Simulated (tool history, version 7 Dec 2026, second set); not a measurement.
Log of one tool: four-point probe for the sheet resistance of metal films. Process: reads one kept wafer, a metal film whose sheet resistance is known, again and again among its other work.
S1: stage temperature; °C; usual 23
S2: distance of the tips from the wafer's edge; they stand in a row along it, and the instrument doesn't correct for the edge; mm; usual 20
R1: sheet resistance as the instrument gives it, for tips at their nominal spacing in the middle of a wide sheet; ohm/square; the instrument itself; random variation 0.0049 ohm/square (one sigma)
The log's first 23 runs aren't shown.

run     day  S1  S2         R1
 24  63.592  25   9  24.507903
 25  65.429  25   9  24.515102
 26  67.933  23   3  25.001372
 27  71.050  27  11  24.500490
 28  74.138  28  30  24.473202
 29  77.571  28  30  24.463376
 30  79.821  28  30  24.463223
 31  82.358  21   7  24.492387
 32  85.288  24  36  24.414670
 33  88.375  23   4  24.732073

The next listed run, before its measurement:
 34  91.629  28   8   ?

{"run 34": {"R1": 24.534969}}
Without the tool's hidden state the same run would have given R1 24.711043 ohm/square.
